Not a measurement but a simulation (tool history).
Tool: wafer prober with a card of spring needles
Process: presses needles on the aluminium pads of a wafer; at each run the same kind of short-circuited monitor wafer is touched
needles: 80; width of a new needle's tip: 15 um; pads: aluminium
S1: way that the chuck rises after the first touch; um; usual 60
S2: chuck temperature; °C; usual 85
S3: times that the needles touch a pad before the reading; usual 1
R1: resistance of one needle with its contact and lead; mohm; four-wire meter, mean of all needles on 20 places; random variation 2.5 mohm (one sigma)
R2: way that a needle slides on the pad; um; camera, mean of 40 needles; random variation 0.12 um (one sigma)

Run 1, day 0.000: usual settings. Result: R1 310 mohm, R2 8.68 um.
At day 0.204: tips cleaned on abrasive film.
At day 0.412: tips cleaned on abrasive film.
At day 0.654: tips cleaned on abrasive film.
Run 2, day 0.654: usual settings but S2 34 °C. Result: R1 287 mohm, R2 8.72 um.
At day 0.908: tips cleaned on abrasive film.
At day 1.162: tips cleaned on abrasive film.
At day 1.421: tips cleaned on abrasive film.
At day 1.625: tips cleaned on abrasive film.
Run 3, day 1.771: usual settings but S2 34 °C. Result: R1 334 mohm, R2 8.53 um.
At day 1.875: tips cleaned on abrasive film.
At day 2.133: tips cleaned on abrasive film.
Run 4, day 2.279: usual settings but S2 34 °C. Result: R1 326 mohm, R2 8.72 um.
At day 2.375: tips cleaned on abrasive film.
At day 2.633: tips cleaned on abrasive film.
At day 2.838: tips cleaned on abrasive film.
At day 3.096: tips cleaned on abrasive film.
At day 3.300: tips cleaned on abrasive film.
Run 5, day 3.442: usual settings. Result: R1 336 mohm, R2 8.43 um.
At day 3.550: tips cleaned on abrasive film.
At day 3.804: tips cleaned on abrasive film.
At day 4.062: tips cleaned on abrasive film.
Run 6, day 4.117: usual settings. Result: R1 325 mohm, R2 8.54 um.
At day 4.271: tips cleaned on abrasive film.
At day 4.529: tips cleaned on abrasive film.
At day 4.733: tips cleaned on abrasive film.
At day 4.979: tips cleaned on abrasive film.
Run 7, day 4.979: usual settings. Result: R1 312 mohm, R2 8.45 um.
At day 5.188: tips cleaned on abrasive film.
At day 5.438: tips cleaned on abrasive film.
Run 8, day 5.508: usual settings. Result: R1 330 mohm, R2 8.18 um.
At day 5.667: tips cleaned on abrasive film.
At day 5.921: tips cleaned on abrasive film.
Run 9, day 6.025: usual settings but S2 71 °C. Result: R1 337 mohm, R2 8.22 um.
At day 6.129: tips cleaned on abrasive film.
At day 6.383: tips cleaned on abrasive film.
At day 6.642: tips cleaned on abrasive film.
At day 6.846: tips cleaned on abrasive film.
At day 7.104: tips cleaned on abrasive film.
Run 10, day 7.154: usual settings. Result: R1 319 mohm, R2 8.05 um.
At day 7.258: tips cleaned on abrasive film, once more.
At day 7.758: card fitted with new needles.
At day 7.962: tips cleaned on abrasive film.
At day 8.171: tips cleaned on abrasive film.
At day 8.425: tips cleaned on abrasive film.
At day 8.633: tips cleaned on abrasive film.
Run 11, day 8.654: usual settings but S1 47 um. Result: R1 306 mohm, R2 7.45 um.
At day 8.858: tips cleaned on abrasive film.
At day 9.117: tips cleaned on abrasive film.
At day 9.371: tips cleaned on abrasive film.
At day 9.575: tips cleaned on abrasive film.
At day 9.829: tips cleaned on abrasive film.
Run 12, day 9.833: usual settings but S1 69 um. Result: R1 293 mohm, R2 10.61 um.
At day 10.038: tips cleaned on abrasive film.
At day 10.296: tips cleaned on abrasive film.
Run 13, day 10.354: usual settings but S1 69 um. Result: R1 296 mohm, R2 10.25 um.
At day 10.512: tips cleaned on abrasive film.
At day 10.767: tips cleaned on abrasive film.
At day 11.021: tips cleaned on abrasive film.
Run 14, day 11.125: usual settings but S3 2. Result: R1 301 mohm, R2 8.88 um.
At day 11.229: tips cleaned on abrasive film.
At day 11.483: tips cleaned on abrasive film.
Run 15, day 11.633: usual settings but S1 51 um, S2 80 °C, S3 3. Result: R1 308 mohm, R2 7.59 um.
At day 11.738: tips cleaned on abrasive film.
At day 11.992: tips cleaned on abrasive film.
At day 12.250: tips cleaned on abrasive film.
Run 16, day 12.300: usual settings but S1 53 um, S2 122 °C, S3 2. Result: R1 309 mohm, R2 7.81 um.
At day 12.458: tips cleaned on abrasive film.
At day 12.712: tips cleaned on abrasive film.
At day 12.971: tips cleaned on abrasive film.
Run 17, day 13.096: usual settings but S1 69 um, S2 46 °C. Result: R1 298 mohm, R2 10.23 um.
At day 13.196: tips cleaned on abrasive film.
At day 13.404: tips cleaned on abrasive film.
At day 13.658: tips cleaned on abrasive film.
Run 18, day 13.758: usual settings but S1 47 um, S2 40 °C, S3 2. Result: R1 299 mohm, R2 6.97 um.
At day 13.912: tips cleaned on abrasive film.
At day 14.117: tips cleaned on abrasive film.
Run 19, day 14.250: usual settings but S1 47 um, S2 40 °C, S3 2. Result: R1 300 mohm, R2 6.75 um.
At day 14.358: tips cleaned on abrasive film.
At day 14.612: tips cleaned on abrasive film.
Run 20, day 14.771: usual settings but S1 75 um, S2 34 °C, S3 2. Result: R1 286 mohm, R2 10.91 um.
At day 14.829: tips cleaned on abrasive film.
At day 15.083: tips cleaned on abrasive film.
At day 15.338: tips cleaned on abrasive film.
At day 15.596: tips cleaned on abrasive film.
At day 15.850: tips cleaned on abrasive film.
Run 21, day 15.933: usual settings but S1 56 um, S2 36 °C. Result: R1 294 mohm, R2 8.11 um.
At day 16.088: tips cleaned on abrasive film.
At day 16.296: tips cleaned on abrasive film.
At day 16.550: tips cleaned on abrasive film.
Run 22, day 16.575: usual settings but S1 56 um, S2 36 °C. Result: R1 287 mohm, R2 7.88 um.
At day 16.783: tips cleaned on abrasive film.
At day 16.988: tips cleaned on abrasive film.
At day 17.246: tips cleaned on abrasive film.
At day 17.450: tips cleaned on abrasive film.
Run 23, day 17.629: usual settings but S1 56 um, S2 36 °C. Result: R1 311 mohm, R2 8.09 um.
At day 17.683: tips cleaned on abrasive film.
At day 17.938: tips cleaned on abrasive film.
At day 18.196: tips cleaned on abrasive film.
At day 18.450: tips cleaned on abrasive film.
Run 24, day 18.538: usual settings but S1 56 um, S2 36 °C. Result: R1 303 mohm, R2 7.97 um.
At day 18.696: tips cleaned on abrasive film.
At day 18.900: tips cleaned on abrasive film.
At day 19.104: tips cleaned on abrasive film.
At day 19.312: tips cleaned on abrasive film.
At day 19.567: tips cleaned on abrasive film.
Run 25, day 19.583: usual settings but S1 68 um, S2 39 °C. Result: R1 286 mohm, R2 9.75 um.
At day 19.788: tips cleaned on abrasive film.
At day 19.996: tips cleaned on abrasive film.
At day 20.250: tips cleaned on abrasive film.
At day 20.500: tips cleaned on abrasive film.
Run 26, day 20.500: usual settings but S1 68 um, S2 39 °C. Result: R1 281 mohm, R2 9.65 um.

4 ways to go on from here, each from the tool as it stands after run 26. What would each give?
At day 20.758: tips cleaned on abrasive film.
At day 20.962: tips cleaned on abrasive film.
Run A, day 21.112: usual settings but S1 68 um, S2 82 °C. Result: R1 ?, R2 ?.
At day 20.758: tips cleaned on abrasive film.
At day 20.962: tips cleaned on abrasive film.
Run B, day 21.112: usual settings but S1 68 um, S2 38 °C. Result: R1 ?, R2 ?.
At day 20.758: tips cleaned on abrasive film.
At day 20.962: tips cleaned on abrasive film.
Run C, day 21.112: usual settings but S1 68 um, S2 39 °C, S3 2. Result: R1 ?, R2 ?.
At day 20.758: tips cleaned on abrasive film.
At day 20.962: tips cleaned on abrasive film.
Run D, day 21.112: usual settings but S3 2. Result: R1 ?, R2 ?.

run   R1    R2
  A  309  9.56
  B  298  9.76
  C  294  9.82
  D  311  8.22
Without the tool's hidden state the same runs would have given:
run   R1     R2
  A  290  10.45
  B  278  10.65
  C  280  10.70
  D  295   9.10
